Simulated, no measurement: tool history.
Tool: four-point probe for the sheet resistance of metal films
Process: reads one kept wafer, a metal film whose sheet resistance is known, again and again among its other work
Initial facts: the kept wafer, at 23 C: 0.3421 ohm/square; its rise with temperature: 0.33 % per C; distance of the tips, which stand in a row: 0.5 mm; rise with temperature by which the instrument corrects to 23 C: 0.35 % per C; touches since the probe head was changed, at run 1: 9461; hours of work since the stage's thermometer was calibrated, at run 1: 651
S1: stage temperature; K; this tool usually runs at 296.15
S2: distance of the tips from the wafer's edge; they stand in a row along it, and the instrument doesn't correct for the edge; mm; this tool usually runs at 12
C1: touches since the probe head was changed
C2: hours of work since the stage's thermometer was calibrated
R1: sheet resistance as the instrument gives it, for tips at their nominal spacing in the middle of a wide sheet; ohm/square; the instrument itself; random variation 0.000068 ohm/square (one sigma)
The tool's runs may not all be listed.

run    hour      S1  S2     C1    C2        R1
  1       0  296.15  12   9461   651  0.342242
  2   118.4  296.15  12  13040   708  0.342003
  3   227.4  296.15  12  16335   761  0.342021
  4   287.5  301.15  12  18154   790  0.341523
  5   380.3  301.15  12  20957   835  0.341356
  6   471.8  301.15  12  23726   880  0.341437
  7   561.5  291.15  12  26438   923  0.342092
  8   638.7  291.15  12  28772   961  0.341873
  9   700.9  301.15   5  30652   991  0.342507
 10   783.4  308.15  16  33145  1031  0.340254
      791.7  -- stage's thermometer calibrated
 11   889.2  297.15  10  36330    47  0.341009
      971.9  -- stage's thermometer calibrated, once more
 12  1005.3  297.15  10  39824    16  0.341519
 13    1101  297.15  10  42718    63  0.341412
 14  1202.8  293.15  22  45796   112  0.341297
 15    1311  293.15  22  49067   165  0.341082
 16  1411.4  295.15  15  52101   213  0.340934

Alternative continuations, all from the tool just after run 16; predict every row:
  A  1533.9  293.15  57  55806  273   ?
  B  1533.9  304.15   4  55806  273   ?
  C  1533.9  294.15   8  55806  273   ?

run        R1
  A  0.340756
  B  0.342681
  C  0.341452
With the hidden condition removed and each run's random variation left untouched, the same runs would have given:
run        R1
  A  0.342336
  B  0.344265
  C  0.343035
